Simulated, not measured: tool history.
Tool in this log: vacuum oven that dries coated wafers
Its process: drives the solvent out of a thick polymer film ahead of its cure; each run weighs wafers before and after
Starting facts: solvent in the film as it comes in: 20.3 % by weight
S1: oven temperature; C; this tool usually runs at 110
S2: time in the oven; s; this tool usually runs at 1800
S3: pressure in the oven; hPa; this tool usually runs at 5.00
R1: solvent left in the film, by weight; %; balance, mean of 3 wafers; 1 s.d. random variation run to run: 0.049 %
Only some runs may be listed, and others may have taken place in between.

run   hour   S1    S2     S3    R1
  1    0.0  110  1800   5.00  1.31
  2    7.3  110  1800   5.00  1.41
  3   16.5  110  1800   5.00  1.38
  4   26.4  110  1800   5.00  1.50
  5   32.8  110  1800   5.00  1.43
  6   43.2  100  1800   5.00  3.58
  7   54.2  100  1800   5.00  3.50
  8   67.1  100  1800   5.00  3.59
  9   74.1   97  1800   5.00  4.48
 10   82.8   97  1440   5.00  5.76
 11   93.9   97  1440   5.00  5.73
      98.1  -- oven's thermocouples calibrated
 12  103.3   97  1440   5.00  5.15
 13  108.9   96  1800   5.00  4.24
 14  118.1  106  2700  12.73  1.21
 15  124.5   97   960   5.00  7.53
 16  136.0  118  1620   5.00  0.59
 17  148.3  118  1620   5.00  0.54

Selected run-to-run steps in R1, each split into two signed amounts: the part the tool would show with no hidden state at all (from settings, incoming material and random variation), and the remainder, which goes to the hidden state together with any gauge scatter not common to the measured and the hidden-state-free results:
What the log doesn't record here: true wafer temperature over the reading, C; true pressure over the reading, kPa; drift of the gauge itself on solvent_pct, %.
Run 11 -> 12: oven's thermocouples calibrated. R1 -0.58 %: hidden state -0.54, all else -0.04.
Run 15 -> 16: S1 97 -> 118, S2 960 -> 1620. R1 -6.94 %: hidden state +0.01, all else -6.95.

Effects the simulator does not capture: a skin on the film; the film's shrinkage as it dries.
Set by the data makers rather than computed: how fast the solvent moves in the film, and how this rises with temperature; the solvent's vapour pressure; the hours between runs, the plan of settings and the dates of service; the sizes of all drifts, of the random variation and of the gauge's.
